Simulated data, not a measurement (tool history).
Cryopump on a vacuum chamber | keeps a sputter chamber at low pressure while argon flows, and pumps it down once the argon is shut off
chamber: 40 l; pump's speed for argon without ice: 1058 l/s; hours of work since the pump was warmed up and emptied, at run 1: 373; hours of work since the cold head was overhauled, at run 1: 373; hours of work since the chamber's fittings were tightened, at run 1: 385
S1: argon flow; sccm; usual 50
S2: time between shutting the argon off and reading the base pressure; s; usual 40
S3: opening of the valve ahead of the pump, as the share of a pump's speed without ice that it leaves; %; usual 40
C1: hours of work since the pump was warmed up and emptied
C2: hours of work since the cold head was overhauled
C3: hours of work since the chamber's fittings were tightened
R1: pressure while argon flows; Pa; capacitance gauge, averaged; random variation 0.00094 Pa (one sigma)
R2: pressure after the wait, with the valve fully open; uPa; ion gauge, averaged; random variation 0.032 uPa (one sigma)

run     day  S1   S2  S3   C1   C2   C3      R1    R2
  1   0.000  50   40  40  373  373  385  0.2415  2.17
  2   0.912  50   40  40  391  391  403  0.2454  2.13
      2.029  -- pump warmed up, emptied and cooled again
  3   2.975  50   40  53   19  427  440  0.1532  1.82
  4   4.188  50   40  53   43  451  464  0.1553  1.93
  5   5.446  50   40  53   68  476  488  0.1574  1.96
  6   6.808  50   40  40   94  503  515  0.2091  1.98
  7   8.404  50   40  40  126  535  547  0.2104  2.01
  8   9.204  50   40  40  142  550  563  0.2145  2.00
  9  10.912  50   40  40  176  584  596  0.2145  2.03
 10  12.550  50   40  40  208  617  629  0.2197  2.05
 11  13.417  50  229  37  225  634  646  0.2365  0.94
 12  14.600  80   40  34  248  657  669  0.4167  2.13
 13  15.392  80   40  34  264  673  685  0.4170  2.16
 14  16.592  50   40  24  288  696  709  0.3611  2.17

Forecast run 15:
 15  17.658  50  40  24  309  718  730   ?   ?

R1: 0.3609 Pa
R2: 2.22 uPa
Without the tool's hidden state the same run would have given R1 0.3293 Pa, R2 1.73 uPa.

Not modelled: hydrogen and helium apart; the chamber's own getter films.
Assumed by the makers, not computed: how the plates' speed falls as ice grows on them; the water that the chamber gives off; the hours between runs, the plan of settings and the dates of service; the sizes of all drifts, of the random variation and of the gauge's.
